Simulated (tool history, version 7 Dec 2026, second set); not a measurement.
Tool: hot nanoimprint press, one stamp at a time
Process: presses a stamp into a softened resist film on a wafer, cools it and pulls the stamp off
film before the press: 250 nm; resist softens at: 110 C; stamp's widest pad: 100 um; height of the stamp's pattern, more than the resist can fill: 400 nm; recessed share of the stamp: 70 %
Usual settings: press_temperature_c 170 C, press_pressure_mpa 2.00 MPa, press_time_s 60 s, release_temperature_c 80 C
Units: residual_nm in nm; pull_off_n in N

{"run": 1, "hour": 0.0, "press_temperature_c": 170, "press_pressure_mpa": 2.0, "press_time_s": 60, "release_temperature_c": 80, "residual_nm": 143.2, "pull_off_n": 130}
{"run": 2, "hour": 9.2, "press_temperature_c": 170, "press_pressure_mpa": 2.0, "press_time_s": 60, "release_temperature_c": 80, "residual_nm": 143.3, "pull_off_n": 127}
{"run": 3, "hour": 18.4, "press_temperature_c": 170, "press_pressure_mpa": 2.0, "press_time_s": 60, "release_temperature_c": 80, "residual_nm": 143.3, "pull_off_n": 139}
{"run": 4, "hour": 28.0, "press_temperature_c": 170, "press_pressure_mpa": 2.0, "press_time_s": 60, "release_temperature_c": 80, "residual_nm": 142.4, "pull_off_n": 134}
{"run": 5, "hour": 36.0, "press_temperature_c": 170, "press_pressure_mpa": 2.0, "press_time_s": 60, "release_temperature_c": 79, "residual_nm": 143.0, "pull_off_n": 140}
{"run": 6, "hour": 43.2, "press_temperature_c": 170, "press_pressure_mpa": 2.0, "press_time_s": 60, "release_temperature_c": 79, "residual_nm": 142.7, "pull_off_n": 143}
{"run": 7, "hour": 49.7, "press_temperature_c": 170, "press_pressure_mpa": 2.0, "press_time_s": 60, "release_temperature_c": 79, "residual_nm": 143.5, "pull_off_n": 135}
{"run": 8, "hour": 57.3, "press_temperature_c": 170, "press_pressure_mpa": 2.0, "press_time_s": 39, "release_temperature_c": 80, "residual_nm": 163.9, "pull_off_n": 139}
{"run": 9, "hour": 64.7, "press_temperature_c": 170, "press_pressure_mpa": 1.86, "press_time_s": 60, "release_temperature_c": 80, "residual_nm": 146.5, "pull_off_n": 142}
{"run": 10, "hour": 73.5, "press_temperature_c": 170, "press_pressure_mpa": 1.86, "press_time_s": 60, "release_temperature_c": 80, "residual_nm": 146.8, "pull_off_n": 141}
{"run": 11, "hour": 79.2, "press_temperature_c": 170, "press_pressure_mpa": 1.86, "press_time_s": 60, "release_temperature_c": 80, "residual_nm": 147.3, "pull_off_n": 148}
{"run": 12, "hour": 83.4, "press_temperature_c": 170, "press_pressure_mpa": 1.86, "press_time_s": 60, "release_temperature_c": 80, "residual_nm": 147.4, "pull_off_n": 145}
{"hour": 96.6, "done": "stamp cleaned and given a new release coat"}
{"run": 13, "hour": 98.8, "press_temperature_c": 170, "press_pressure_mpa": 1.86, "press_time_s": 60, "release_temperature_c": 80, "residual_nm": 147.8, "pull_off_n": 104}
{"run": 14, "hour": 107.9, "press_temperature_c": 170, "press_pressure_mpa": 1.86, "press_time_s": 60, "release_temperature_c": 80, "residual_nm": 146.9, "pull_off_n": 102}
{"run": 15, "hour": 114.7, "press_temperature_c": 170, "press_pressure_mpa": 1.86, "press_time_s": 60, "release_temperature_c": 80, "residual_nm": 147.4, "pull_off_n": 103}
{"run": 16, "hour": 121.1, "press_temperature_c": 170, "press_pressure_mpa": 1.38, "press_time_s": 60, "release_temperature_c": 80, "residual_nm": 162.6, "pull_off_n": 104}

Run 17 comes next. What will it give?
{"run": 17, "hour": 125.2, "press_temperature_c": 170, "press_pressure_mpa": 2.0, "press_time_s": 60, "release_temperature_c": 73, "residual_nm": "?", "pull_off_n": "?"}

Run 17 gave residual_nm 143.8 nm, pull_off_n 127 N.
Without the tool's hidden state the same run would have given residual_nm 140.1 nm, pull_off_n 121 N.
